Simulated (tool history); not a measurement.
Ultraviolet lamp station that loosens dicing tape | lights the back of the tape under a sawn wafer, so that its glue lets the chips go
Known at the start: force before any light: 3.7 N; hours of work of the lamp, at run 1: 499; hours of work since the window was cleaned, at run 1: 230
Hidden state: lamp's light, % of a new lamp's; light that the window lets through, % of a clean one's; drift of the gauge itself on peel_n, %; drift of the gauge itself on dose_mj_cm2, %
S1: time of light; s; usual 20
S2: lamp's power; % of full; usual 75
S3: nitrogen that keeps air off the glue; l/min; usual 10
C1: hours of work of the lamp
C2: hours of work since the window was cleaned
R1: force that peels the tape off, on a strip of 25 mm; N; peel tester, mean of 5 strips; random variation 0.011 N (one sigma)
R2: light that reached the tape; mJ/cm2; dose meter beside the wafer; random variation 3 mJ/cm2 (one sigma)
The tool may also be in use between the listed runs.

run 1 hour=0.0 | S1=20 S2=75 S3=10 | C1=499 C2=230 | R1=0.700 R2=350
run 2 hour=22.0 | S1=20 S2=75 S3=10 | C1=511 C2=242 | R1=0.723 R2=349
run 3 hour=51.2 | S1=20 S2=75 S3=10 | C1=529 C2=260 | R1=0.744 R2=344
run 4 hour=67.5 | S1=20 S2=75 S3=10 | C1=538 C2=269 | R1=0.730 R2=343
run 5 hour=89.8 | S1=20 S2=75 S3=10 | C1=551 C2=282 | R1=0.743 R2=342
run 6 hour=106.6 | S1=20 S2=75 S3=10 | C1=561 C2=292 | R1=0.756 R2=337
run 7 hour=139.1 | S1=20 S2=75 S3=10 | C1=580 C2=311 | R1=0.787 R2=334
run 8 hour=156.5 | S1=20 S2=75 S3=10 | C1=591 C2=322 | R1=0.794 R2=329
run 9 hour=175.0 | S1=20 S2=75 S3=10 | C1=601 C2=332 | R1=0.778 R2=326
run 10 hour=200.3 | S1=20 S2=75 S3=10 | C1=616 C2=347 | R1=0.792 R2=327
run 11 hour=228.7 | S1=20 S2=75 S3=10 | C1=633 C2=364 | R1=0.787 R2=320
run 12 hour=246.0 | S1=20 S2=75 S3=10 | C1=643 C2=374 | R1=0.814 R2=314
run 13 hour=264.3 | S1=20 S2=75 S3=10 | C1=654 C2=385 | R1=0.797 R2=311
run 14 hour=287.6 | S1=20 S2=75 S3=10 | C1=668 C2=399 | R1=0.821 R2=313
run 15 hour=305.9 | S1=20 S2=78 S3=3 | C1=678 C2=409 | R1=1.383 R2=318
run 16 hour=338.0 | S1=29 S2=75 S3=10 | C1=697 C2=428 | R1=0.544 R2=447
run 17 hour=371.3 | S1=20 S2=93 S3=10 | C1=717 C2=448 | R1=0.658 R2=372
run 18 hour=392.5 | S1=11 S2=70 S3=4 | C1=729 C2=460 | R1=2.120 R2=153
-- hour=394.8 window cleaned of glue's vapour
run 19 hour=411.9 | S1=11 S2=77 S3=10 | C1=740 C2=10 | R1=1.681 R2=166
run 20 hour=446.8 | S1=11 S2=77 S3=10 | C1=761 C2=31 | R1=1.627 R2=165
run 21 hour=472.4 | S1=22 S2=74 S3=10 | C1=776 C2=46 | R1=0.858 R2=304
run 22 hour=507.6 | S1=22 S2=74 S3=10 | C1=797 C2=66 | R1=0.878 R2=301
run 23 hour=522.3 | S1=15 S2=70 S3=14 | C1=805 C2=75 | R1=1.292 R2=193
run 24 hour=542.3 | S1=18 S2=80 S3=16 | C1=817 C2=87 | R1=0.864 R2=262
-- hour=557.2 window cleaned of glue's vapour, once more
run 25 hour=572.8 | S1=20 S2=75 S3=3 | C1=835 C2=9 | R1=1.388 R2=304
run 26 hour=598.3 | S1=20 S2=75 S3=3 | C1=850 C2=24 | R1=1.423 R2=295
run 27 hour=623.8 | S1=20 S2=75 S3=3 | C1=865 C2=39 | R1=1.411 R2=293

Hidden state or all else? Some run-to-run changes of R1, split into what the settings, what came in and random variation would give without the hidden state, and what is left for the hidden state (with any gauge scatter that isn't in both results):
Run 15 -> 16: S1 20 -> 29, S2 78 -> 75, S3 3 -> 10. R1 -0.839 N: hidden state -0.260, all else -0.579.
Run 17 -> 18: S1 20 -> 11, S2 93 -> 70, S3 10 -> 4. R1 +1.462 N: hidden state +0.238, all else +1.224.
